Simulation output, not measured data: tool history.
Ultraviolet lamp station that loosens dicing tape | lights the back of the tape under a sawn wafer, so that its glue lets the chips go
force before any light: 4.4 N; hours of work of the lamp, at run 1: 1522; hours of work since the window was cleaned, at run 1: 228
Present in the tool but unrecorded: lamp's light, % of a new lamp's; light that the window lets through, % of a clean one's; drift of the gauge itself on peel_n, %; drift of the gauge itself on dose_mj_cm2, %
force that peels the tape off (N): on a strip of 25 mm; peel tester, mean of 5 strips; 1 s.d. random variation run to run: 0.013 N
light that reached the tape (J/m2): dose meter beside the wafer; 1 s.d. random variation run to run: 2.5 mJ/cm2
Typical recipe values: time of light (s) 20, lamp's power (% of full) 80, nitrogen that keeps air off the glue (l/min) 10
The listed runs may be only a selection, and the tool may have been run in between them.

run	hour	time of light (s)	lamp's power (% of full)	nitrogen that keeps air off the glue (l/min)	hours of work of the lamp	hours of work since the window was cleaned	force that peels the tape off (N)	light that reached the tape (J/m2)
1	0	20	80	10	1522	228	1.059	2080
2	36.5	20	80	10	1539	246	1.056	2080
3	88.8	20	80	10	1565	272	1.036	2040
4	134.2	20	80	10	1588	294	1.118	1970
5	205.1	20	68	10	1623	329	1.376	1670
6	250.5	20	80	10	1645	352	1.116	1950
7	308.9	20	76	10	1674	380	1.24	1860

The next listed run, before its measurement:
# hour 371.7: lamp changed
8	392.1	15	81	6	10	421	?	?

{"run 8": {"force that peels the tape off (N)": 1.343, "light that reached the tape (J/m2)": 2010}}
Were there no unlogged condition in the tool, this run, its random variation unchanged, would have produced force that peels the tape off (N) 1.131, light that reached the tape (J/m2) 2320.
